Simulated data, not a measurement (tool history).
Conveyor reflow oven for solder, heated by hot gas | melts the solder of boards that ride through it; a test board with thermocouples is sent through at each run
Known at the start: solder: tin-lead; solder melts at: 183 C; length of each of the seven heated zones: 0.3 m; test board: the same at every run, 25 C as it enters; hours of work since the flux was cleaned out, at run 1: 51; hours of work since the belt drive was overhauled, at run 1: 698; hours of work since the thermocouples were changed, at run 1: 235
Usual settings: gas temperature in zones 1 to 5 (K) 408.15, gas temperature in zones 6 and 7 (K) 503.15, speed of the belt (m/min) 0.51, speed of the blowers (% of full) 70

run   hour  gas temperature in zones 1 to 5 (K)  gas temperature in zones 6 and 7 (K)  speed of the belt (m/min)  speed of the blowers (% of full)  hours of work since the flux was cleaned out  hours of work since the belt drive was overhauled  hours of work since the thermocouples were changed  highest temperature of the board (K)  time above the solder's melting point (s)
  1      0                               408.15                                503.15                       0.51                                70                                            51                                                698                                                 235                                487.75                                       51.4
  2   39.6                               408.15                                503.15                       0.51                                70                                            75                                                722                                                 259                                487.65                                       51.3
  3   71.1                               408.15                                503.15                       0.51                                66                                            94                                                740                                                 277                                486.35                                       49.8
  4  109.2                               408.15                                503.15                       0.51                                66                                           116                                                763                                                 300                                486.15                                       49.7
     121.4  -- belt drive overhauled, speed set with a stopwatch
  5  148.8                               408.15                                493.15                       0.51                                66                                           137                                                 16                                                 321                                476.75                                       39.8
  6  176.1                               408.15                                503.15                       0.51                                70                                           154                                                 32                                                 337                                486.35                                       49.1
  7  240.6                               408.15                                513.15                      0.565                                53                                           192                                                 71                                                 376                                484.95                                       41.6
  8  291.7                               408.15                                513.15                      0.565                                53                                           222                                                101                                                 406                                484.55                                       40.6
  9  319.4                               408.15                                513.15                      0.565                                53                                           239                                                117                                                 422                                484.25                                       41.4
 10  357.1                               400.15                                517.15                      0.597                                81                                           261                                                140                                                 445                                493.15                                       43.9
 11  404.6                               404.15                                503.15                      0.579                                84                                           289                                                168                                                 473                                483.65                                         40
 12  449.4                               405.15                                495.15                      0.538                                70                                           316                                                195                                                 499                                475.95                                       35.1

Forecast each of these 4 alternatives for the next run:
     496.5  -- flux residue cleaned out of gas plates and filters
  A  517.5                               408.15                                517.15                      0.425                                70                                            12                                                232                                                 537                                     ?                                          ?
     496.5  -- flux residue cleaned out of gas plates and filters
  B  517.5                               405.15                                495.15                      0.538                                89                                            12                                                232                                                 537                                     ?                                          ?
     496.5  -- flux residue cleaned out of gas plates and filters
  C  517.5                               405.15                                507.15                      0.538                                70                                            12                                                232                                                 537                                     ?                                          ?
     496.5  -- flux residue cleaned out of gas plates and filters
  D  517.5                               405.15                                498.15                      0.432                                78                                            12                                                232                                                 537                                     ?                                          ?

run  highest temperature of the board (K)  time above the solder's melting point (s)
  A                                506.05                                       74.8
  B                                483.55                                       44.8
  C                                489.25                                       47.8
  D                                489.35                                       62.3
Without the tool's hidden state the same runs would have given:
run  highest temperature of the board (K)  time above the solder's melting point (s)
  A                                505.85                                       74.2
  B                                483.35                                       44.4
  C                                489.05                                       47.3
  D                                489.15                                       61.8

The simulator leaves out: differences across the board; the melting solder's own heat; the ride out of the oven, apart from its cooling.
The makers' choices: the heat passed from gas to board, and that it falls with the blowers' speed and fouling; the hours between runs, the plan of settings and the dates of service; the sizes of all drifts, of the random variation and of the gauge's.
